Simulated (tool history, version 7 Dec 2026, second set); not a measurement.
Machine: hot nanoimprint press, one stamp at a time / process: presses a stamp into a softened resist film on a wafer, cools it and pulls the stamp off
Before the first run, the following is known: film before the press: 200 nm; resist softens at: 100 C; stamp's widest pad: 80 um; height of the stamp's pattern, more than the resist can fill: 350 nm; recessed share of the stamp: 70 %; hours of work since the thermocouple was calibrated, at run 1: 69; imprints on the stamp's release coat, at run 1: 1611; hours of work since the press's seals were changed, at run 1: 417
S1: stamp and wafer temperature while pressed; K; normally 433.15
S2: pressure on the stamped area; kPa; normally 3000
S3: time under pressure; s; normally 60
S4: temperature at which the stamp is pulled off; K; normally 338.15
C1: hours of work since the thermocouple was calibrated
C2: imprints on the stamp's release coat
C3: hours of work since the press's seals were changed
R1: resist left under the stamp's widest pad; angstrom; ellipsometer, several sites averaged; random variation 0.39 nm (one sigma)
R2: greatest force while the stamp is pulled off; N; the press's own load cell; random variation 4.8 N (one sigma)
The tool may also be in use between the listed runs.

run   hour      S1    S2   S3      S4   C1    C2   C3    R1   R2
  1    0.0  433.15  3000   60  338.15   69  1611  417  1203  328
  2   27.4  433.15  3000   60  338.15   81  1691  428  1202  344
  3   53.3  433.15  3000   60  338.15   92  1768  439  1197  339
  4   85.2  433.15  3000   62  338.15  105  1862  452  1185  346
  5  106.4  423.15  3000   60  338.15  114  1924  461  1554  361
  6  138.9  423.15  3000   60  338.15  127  2020  474  1558  355
  7  162.4  433.15  3000   60  329.15  137  2089  484  1195  433
     170.1  -- stamp cleaned and given a new release coat
  8  190.8  433.15  3000   32  338.15  146    61  493  1411  231
  9  214.1  433.15  3000   56  338.15  156   129  503  1223  237
 10  245.5  433.15  3000   56  338.15  169   222  516  1216  253
 11  278.8  433.15  3000   56  338.15  183   320  530  1225  250
 12  295.6  433.15  3000   56  338.15  189   369  536  1224  256
 13  330.9  433.15  3000   36  338.15  204   473  551  1371  254
 14  346.9  433.15  3000   36  338.15  211   521  558  1376  259
 15  375.6  433.15  3000   60  330.15  223   605  570  1198  320
 16  402.8  441.15  3000   54  338.15  234   685  581   978  276
     408.0  -- plate thermocouple calibrated
 17  440.5  430.15  3000   60  327.15   13   787  595  1301  346
 18  461.1  430.15  1850   36  331.15   22   848  604  1662  330
 19  479.7  430.15  1850   36  331.15   30   903  612  1662  333
 20  502.8  428.15  1850   38  331.15   39   971  621  1701  325
     518.4  -- plate thermocouple calibrated, once more
 21  532.3  441.15  2190   32  331.15    6  1049  632  1327  347
 22  549.6  425.15  4790   60  323.15   13  1100  639  1272  388
 23  574.4  443.15  2580   60  323.15   23  1173  650   978  379
 24  595.5  443.15  2580   60  323.15   32  1235  658   975  395
 25  631.4  443.15  3000  101  328.15   47  1341  673   746  381
 26  662.3  443.15  3140  101  328.15   60  1431  686   727  392
 27  689.2  432.15  3590  104  337.15   71  1511  697   972  337
 28  707.7  433.15  2420   60  338.15   78  1565  705  1315  326
     743.0  -- press's hydraulic seals changed and the load cell set to zero
 29  745.1  433.15  3710   85  338.15   91  1652    1   957  329

3 ways to go on from here, each from the tool as it stands after run 29. What would each give?
  A  771.2  433.15  2640  60  338.15  101  1729  12   ?   ?
  B  771.2  425.15  3710  85  342.15  101  1729  12   ?   ?
  C  771.2  437.15  3000  60  330.15  101  1729  12   ?   ?

run    R1   R2
  A  1252  344
  B  1252  313
  C  1055  394
What these runs would have given with no unlogged condition in the tool:
run    R1   R2
  A  1256  233
  B  1258  212
  C  1060  267

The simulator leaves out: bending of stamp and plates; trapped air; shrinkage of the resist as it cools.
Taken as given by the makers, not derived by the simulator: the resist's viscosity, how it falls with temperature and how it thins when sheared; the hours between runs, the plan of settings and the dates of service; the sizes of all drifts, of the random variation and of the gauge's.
